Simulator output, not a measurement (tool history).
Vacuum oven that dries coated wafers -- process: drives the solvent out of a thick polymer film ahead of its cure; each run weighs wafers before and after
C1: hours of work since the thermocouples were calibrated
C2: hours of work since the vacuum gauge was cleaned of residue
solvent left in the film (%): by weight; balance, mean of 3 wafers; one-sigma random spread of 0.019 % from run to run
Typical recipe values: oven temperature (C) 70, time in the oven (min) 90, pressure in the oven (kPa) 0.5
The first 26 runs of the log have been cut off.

Run 27, day 63.121: usual settings but oven temperature (C) 82, time in the oven (min) 63, pressure in the oven (kPa) 0.284; C1 764; C2 800. Result: solvent left in the film (%) 1.54.
Run 28, day 65.821: usual settings but oven temperature (C) 82, time in the oven (min) 63, pressure in the oven (kPa) 0.461; C1 803; C2 839. Result: solvent left in the film (%) 1.59.
Run 29, day 67.929: usual settings but oven temperature (C) 69, time in the oven (min) 70, pressure in the oven (kPa) 0.316; C1 833; C2 869. Result: solvent left in the film (%) 4.22.
Run 30, day 71.138: usual settings but oven temperature (C) 65, time in the oven (min) 85, pressure in the oven (kPa) 1.886; C1 879; C2 915. Result: solvent left in the film (%) 4.8.
At day 71.425: oven's thermocouples calibrated.
Run 31, day 73.371: usual settings but oven temperature (C) 59, pressure in the oven (kPa) 0.551; C1 28; C2 946. Result: solvent left in the film (%) 6.08.
Run 32, day 76.571: usual settings but oven temperature (C) 68, time in the oven (min) 76, pressure in the oven (kPa) 1.761; C1 74; C2 992. Result: solvent left in the film (%) 4.49.
Run 33, day 78.829: usual settings but oven temperature (C) 68, time in the oven (min) 76, pressure in the oven (kPa) 1.761; C1 106; C2 1024. Result: solvent left in the film (%) 4.51.
Run 34, day 81.392: usual settings but oven temperature (C) 64, time in the oven (min) 154; C1 143; C2 1061. Result: solvent left in the film (%) 2.18.
Run 35, day 84.058: usual settings but oven temperature (C) 60, time in the oven (min) 154, pressure in the oven (kPa) 0.496; C1 181; C2 1099. Result: solvent left in the film (%) 3.22.
Run 36, day 85.85: usual settings but oven temperature (C) 57, time in the oven (min) 67, pressure in the oven (kPa) 0.679; C1 207; C2 1125. Result: solvent left in the film (%) 8.01.
Run 37, day 88.8: usual settings but oven temperature (C) 57, time in the oven (min) 52, pressure in the oven (kPa) 0.484; C1 249; C2 1167. Result: solvent left in the film (%) 8.9.
Run 38, day 91.142: usual settings but oven temperature (C) 79, time in the oven (min) 52, pressure in the oven (kPa) 0.484; C1 282; C2 1200. Result: solvent left in the film (%) 2.99.
Run 39, day 93.508: usual settings but oven temperature (C) 79, time in the oven (min) 52, pressure in the oven (kPa) 0.484; C1 316; C2 1234. Result: solvent left in the film (%) 3.02.
Run 40, day 96.6: usual settings but oven temperature (C) 80, time in the oven (min) 47, pressure in the oven (kPa) 0.471; C1 361; C2 1279. Result: solvent left in the film (%) 3.19.
Run 41, day 98.033: usual settings but oven temperature (C) 80, time in the oven (min) 46, pressure in the oven (kPa) 0.572; C1 381; C2 1299. Result: solvent left in the film (%) 3.3.
At day 98.975: vacuum gauge cleaned of residue and calibrated.
Run 42, day 101.233: usual settings but oven temperature (C) 80, time in the oven (min) 153, pressure in the oven (kPa) 0.256; C1 426; C2 32. Result: solvent left in the film (%) 0.15.
Run 43, day 104.196: usual settings but oven temperature (C) 56, time in the oven (min) 79, pressure in the oven (kPa) 0.855; C1 468; C2 75. Result: solvent left in the film (%) 7.58.
Run 44, day 105.654: usual settings but pressure in the oven (kPa) 1.048; C1 489; C2 96. Result: solvent left in the film (%) 3.
Run 45, day 107.292: usual settings but oven temperature (C) 84, time in the oven (min) 83, pressure in the oven (kPa) 0.339; C1 513; C2 119. Result: solvent left in the film (%) 0.6.
Run 46, day 110.346: usual settings but oven temperature (C) 84, time in the oven (min) 83, pressure in the oven (kPa) 0.339; C1 557; C2 163. Result: solvent left in the film (%) 0.62.

Consider 4 possible next runs. They are alternatives, not a sequence: every one starts from the tool as it was left by run 46. What does each give?
Run A, day 112.812: usual settings but time in the oven (min) 51; C1 592; C2 198. Result: solvent left in the film (%) ?.
Run B, day 112.812: usual settings but oven temperature (C) 82, time in the oven (min) 60, pressure in the oven (kPa) 0.379; C1 592; C2 198. Result: solvent left in the film (%) ?.
Run C, day 112.812: usual settings but time in the oven (min) 70; C1 592; C2 198. Result: solvent left in the film (%) ?.
Run D, day 112.812: usual settings but oven temperature (C) 67, time in the oven (min) 123; C1 592; C2 198. Result: solvent left in the film (%) ?.

run  solvent left in the film (%)
  A                           5.5
  B                          1.75
  C                             4
  D                          2.34
Take away the tool's hidden state, keep each run's random variation, and the runs would have read:
run  solvent left in the film (%)
  A                          5.52
  B                          1.77
  C                          4.02
  D                          2.36
